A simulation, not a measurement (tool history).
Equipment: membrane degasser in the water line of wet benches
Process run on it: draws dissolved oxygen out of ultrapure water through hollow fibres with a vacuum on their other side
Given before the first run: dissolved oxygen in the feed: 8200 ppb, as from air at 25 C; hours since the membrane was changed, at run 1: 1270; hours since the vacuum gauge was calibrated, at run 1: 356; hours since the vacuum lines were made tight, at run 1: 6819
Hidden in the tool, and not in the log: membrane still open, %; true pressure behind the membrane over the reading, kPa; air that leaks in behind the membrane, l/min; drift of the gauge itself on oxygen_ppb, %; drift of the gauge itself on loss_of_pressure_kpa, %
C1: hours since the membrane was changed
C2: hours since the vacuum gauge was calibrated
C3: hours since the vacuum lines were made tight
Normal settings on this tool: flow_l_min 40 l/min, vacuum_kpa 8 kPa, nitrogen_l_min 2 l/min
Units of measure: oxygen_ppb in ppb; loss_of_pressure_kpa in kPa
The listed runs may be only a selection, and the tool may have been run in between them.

Run 1, day 0: usual settings; C1 1270; C2 356; C3 6819. Result: oxygen_ppb 397.9 ppb, loss_of_pressure_kpa 40.67 kPa.
Run 2, day 1.1: usual settings; C1 1296; C2 382; C3 6845. Result: oxygen_ppb 400.3 ppb, loss_of_pressure_kpa 41.33 kPa.
Run 3, day 2.392: usual settings; C1 1327; C2 413; C3 6876. Result: oxygen_ppb 407.9 ppb, loss_of_pressure_kpa 40.94 kPa.
Run 4, day 3.346: usual settings; C1 1350; C2 436; C3 6899. Result: oxygen_ppb 401.9 ppb, loss_of_pressure_kpa 40.67 kPa.
Run 5, day 4.796: usual settings; C1 1385; C2 471; C3 6934. Result: oxygen_ppb 400.9 ppb, loss_of_pressure_kpa 40.61 kPa.
Run 6, day 6.679: usual settings but vacuum_kpa 8.74 kPa; C1 1430; C2 516; C3 6979. Result: oxygen_ppb 431.9 ppb, loss_of_pressure_kpa 41.01 kPa.
Run 7, day 8.229: usual settings; C1 1467; C2 553; C3 7016. Result: oxygen_ppb 399.3 ppb, loss_of_pressure_kpa 40.61 kPa.
Run 8, day 9.729: usual settings; C1 1503; C2 589; C3 7052. Result: oxygen_ppb 402.8 ppb, loss_of_pressure_kpa 41 kPa.
Run 9, day 11.404: usual settings; C1 1543; C2 629; C3 7092. Result: oxygen_ppb 397.4 ppb, loss_of_pressure_kpa 41.01 kPa.
Run 10, day 12.304: usual settings; C1 1565; C2 651; C3 7114. Result: oxygen_ppb 400.4 ppb, loss_of_pressure_kpa 40.72 kPa.
Run 11, day 13.192: usual settings; C1 1586; C2 672; C3 7135. Result: oxygen_ppb 397.4 ppb, loss_of_pressure_kpa 40.6 kPa.
Run 12, day 13.992: usual settings; C1 1606; C2 691; C3 7154. Result: oxygen_ppb 399.5 ppb, loss_of_pressure_kpa 40.97 kPa.
Run 13, day 15.546: usual settings; C1 1643; C2 729; C3 7192. Result: oxygen_ppb 408.4 ppb, loss_of_pressure_kpa 41.26 kPa.
Run 14, day 17.479: usual settings; C1 1689; C2 775; C3 7238. Result: oxygen_ppb 406.9 ppb, loss_of_pressure_kpa 40.82 kPa.
Run 15, day 19.233: usual settings; C1 1731; C2 817; C3 7280. Result: oxygen_ppb 404.2 ppb, loss_of_pressure_kpa 41.25 kPa.
Run 16, day 20.946: usual settings; C1 1772; C2 858; C3 7321. Result: oxygen_ppb 400.7 ppb, loss_of_pressure_kpa 41.36 kPa.
Run 17, day 22.208: usual settings but vacuum_kpa 13 kPa; C1 1803; C2 889; C3 7352. Result: oxygen_ppb 607.7 ppb, loss_of_pressure_kpa 41.2 kPa.
Run 18, day 23.096: usual settings but flow_l_min 27 l/min, vacuum_kpa 13 kPa, nitrogen_l_min 1.96 l/min; C1 1824; C2 910; C3 7373. Result: oxygen_ppb 346.2 ppb, loss_of_pressure_kpa 27.95 kPa.
At day 25.05: seals of the vacuum lines changed.
Run 19, day 25.079: usual settings but flow_l_min 25 l/min, nitrogen_l_min 2.6 l/min; C1 1870; C2 956; C3 1. Result: oxygen_ppb 138.6 ppb, loss_of_pressure_kpa 25.99 kPa.
Run 20, day 26.217: usual settings but flow_l_min 25 l/min, nitrogen_l_min 2.6 l/min; C1 1897; C2 983; C3 28. Result: oxygen_ppb 138.8 ppb, loss_of_pressure_kpa 25.61 kPa.
Run 21, day 28.129: usual settings but flow_l_min 62 l/min, vacuum_kpa 10.45 kPa, nitrogen_l_min 2.62 l/min; C1 1943; C2 1029; C3 74. Result: oxygen_ppb 958.1 ppb, loss_of_pressure_kpa 64.37 kPa.
Run 22, day 29.346: usual settings but vacuum_kpa 16.33 kPa, nitrogen_l_min 1.08 l/min; C1 1972; C2 1058; C3 103. Result: oxygen_ppb 1077.1 ppb, loss_of_pressure_kpa 41.6 kPa.
Run 23, day 30.408: usual settings but flow_l_min 58 l/min, vacuum_kpa 7.61 kPa; C1 1998; C2 1083; C3 129. Result: oxygen_ppb 786.5 ppb, loss_of_pressure_kpa 60.37 kPa.
Run 24, day 31.858: usual settings but flow_l_min 55 l/min, nitrogen_l_min 3.29 l/min; C1 2032; C2 1118; C3 163. Result: oxygen_ppb 650.9 ppb, loss_of_pressure_kpa 57.02 kPa.
Run 25, day 32.875: usual settings but flow_l_min 55 l/min, nitrogen_l_min 3.29 l/min; C1 2057; C2 1143; C3 188. Result: oxygen_ppb 652 ppb, loss_of_pressure_kpa 57.25 kPa.
At day 34.238: gauge calibrated.
Run 26, day 34.542: usual settings but nitrogen_l_min 6 l/min; C1 2097; C2 1183; C3 228. Result: oxygen_ppb 275.7 ppb, loss_of_pressure_kpa 40.41 kPa.
Run 27, day 35.775: usual settings but flow_l_min 43 l/min; C1 2126; C2 1212; C3 257. Result: oxygen_ppb 472.1 ppb, loss_of_pressure_kpa 43.65 kPa.
Run 28, day 36.567: usual settings but nitrogen_l_min 1.11 l/min; C1 2145; C2 1231; C3 276. Result: oxygen_ppb 525.4 ppb, loss_of_pressure_kpa 40.75 kPa.
Run 29, day 37.721: usual settings but flow_l_min 45 l/min, nitrogen_l_min 5 l/min; C1 2173; C2 1259; C3 304. Result: oxygen_ppb 385.9 ppb, loss_of_pressure_kpa 45.54 kPa.
Run 30, day 39.35: usual settings but vacuum_kpa 11.4 kPa, nitrogen_l_min 5.15 l/min; C1 2212; C2 1298; C3 343. Result: oxygen_ppb 349.3 ppb, loss_of_pressure_kpa 40.59 kPa.
Run 31, day 41.171: usual settings but vacuum_kpa 11.4 kPa, nitrogen_l_min 5.15 l/min; C1 2256; C2 1342; C3 387. Result: oxygen_ppb 347.8 ppb, loss_of_pressure_kpa 41.13 kPa.
Run 32, day 43.012: usual settings but flow_l_min 28 l/min, vacuum_kpa 14.38 kPa; C1 2300; C2 1386; C3 431. Result: oxygen_ppb 399.8 ppb, loss_of_pressure_kpa 28.63 kPa.

Predict each of these 4 candidate next runs independently; none follows another, all start after run 32:
Run A, day 44.475: usual settings but flow_l_min 54 l/min; C1 2335; C2 1421; C3 466. Result: oxygen_ppb ?, loss_of_pressure_kpa ?.
Run B, day 44.475: usual settings but nitrogen_l_min 5.6 l/min; C1 2335; C2 1421; C3 466. Result: oxygen_ppb ?, loss_of_pressure_kpa ?.
Run C, day 44.475: usual settings but flow_l_min 33 l/min, vacuum_kpa 9.05 kPa; C1 2335; C2 1421; C3 466. Result: oxygen_ppb ?, loss_of_pressure_kpa ?.
Run D, day 44.475: usual settings but flow_l_min 36 l/min, vacuum_kpa 8.48 kPa; C1 2335; C2 1421; C3 466. Result: oxygen_ppb ?, loss_of_pressure_kpa ?.

run  oxygen_ppb  loss_of_pressure_kpa
  A       709.8                 55.33
  B       281.4                 40.46
  C       312.1                 33.62
  D       349.9                 36.72
Take away the tool's hidden state, keep each run's random variation, and the runs would have read:
run  oxygen_ppb  loss_of_pressure_kpa
  A       709.1                 54.85
  B       281.1                 40.11
  C       311.9                 33.33
  D       349.7                  36.4

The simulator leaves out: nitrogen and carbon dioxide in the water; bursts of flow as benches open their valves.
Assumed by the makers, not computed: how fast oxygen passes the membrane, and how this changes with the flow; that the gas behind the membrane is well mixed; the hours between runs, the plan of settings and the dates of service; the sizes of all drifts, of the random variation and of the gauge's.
